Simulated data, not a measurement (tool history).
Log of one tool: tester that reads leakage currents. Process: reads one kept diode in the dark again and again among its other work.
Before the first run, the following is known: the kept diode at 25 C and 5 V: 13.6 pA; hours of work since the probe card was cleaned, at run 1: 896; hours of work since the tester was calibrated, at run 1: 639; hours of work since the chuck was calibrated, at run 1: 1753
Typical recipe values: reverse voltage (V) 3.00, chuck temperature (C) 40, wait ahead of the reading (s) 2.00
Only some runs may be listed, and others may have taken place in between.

run	hour	reverse voltage (V)	chuck temperature (C)	wait ahead of the reading (s)	hours of work since the probe card was cleaned	hours of work since the tester was calibrated	hours of work since the chuck was calibrated	current that the tester gives (pA)
1	0.0	3.00	40	2.00	896	639	1753	31.41
2	77.4	3.00	40	2.00	928	670	1785	31.48
3	218.4	3.00	40	2.00	985	728	1842	31.20
4	353.6	1.08	40	2.00	1040	783	1898	21.07
5	425.5	1.08	40	2.00	1070	813	1927	20.93
6	552.6	3.00	40	0.61	1122	865	1979	31.53
7	660.9	3.00	24	2.00	1166	909	2023	10.60
8	808.3	3.00	24	2.00	1226	969	2084	10.52
9	937.7	3.00	24	2.00	1279	1022	2137	10.57
10	1024.1	1.34	24	2.00	1315	1057	2172	7.66
11	1123.4	1.34	24	2.00	1355	1098	2213	7.60
12	1234.1	1.34	24	2.00	1400	1143	2258	7.72
# hour 1337.6: chuck's temperature calibrated
13	1337.6	1.34	24	2.00	1442	1185	0	7.73
14	1484.2	1.34	24	2.00	1502	1245	60	7.65
# hour 1590.8: probe card cleaned and baked
15	1590.8	1.34	24	2.00	0	1287	102	7.71
16	1655.8	1.34	24	2.00	27	1314	129	7.54
17	1769.4	1.34	24	2.00	73	1360	175	7.64
18	1842.6	1.34	24	2.00	103	1390	205	7.62
19	1918.8	1.34	24	2.00	134	1421	236	7.59
20	2042.9	1.34	24	2.00	185	1472	287	7.75
21	2132.7	3.00	40	0.56	222	1509	324	31.70
22	2203.6	13.72	51	2.22	251	1538	353	113.00
23	2276.8	13.72	41	1.32	281	1568	383	61.79
24	2346.4	13.72	21	0.39	309	1596	411	18.61
25	2413.1	13.72	21	0.39	336	1623	439	18.78
26	2566.6	13.72	21	0.39	399	1686	501	18.73
27	2665.3	3.00	59	2.00	439	1726	542	100.24
28	2773.7	1.04	41	6.86	484	1771	586	21.99
29	2908.9	3.00	21	2.00	539	1826	641	8.54
30	2998.7	4.66	52	5.88	576	1863	678	78.64
31	3087.5	16.38	40	1.03	612	1899	714	61.91
32	3169.7	10.78	55	0.75	646	1933	748	131.46
33	3238.7	1.64	58	2.58	674	1961	776	74.89
34	3339.2	3.00	40	0.75	715	2002	817	31.59

What will run 35 give?
35	3492.0	5.40	21	4.77	777	2065	880	?

Logged for run 35: current that the tester gives (pA) 10.68.
Had the tool carried no hidden state, the very same run would have given current that the tester gives (pA) 10.67.
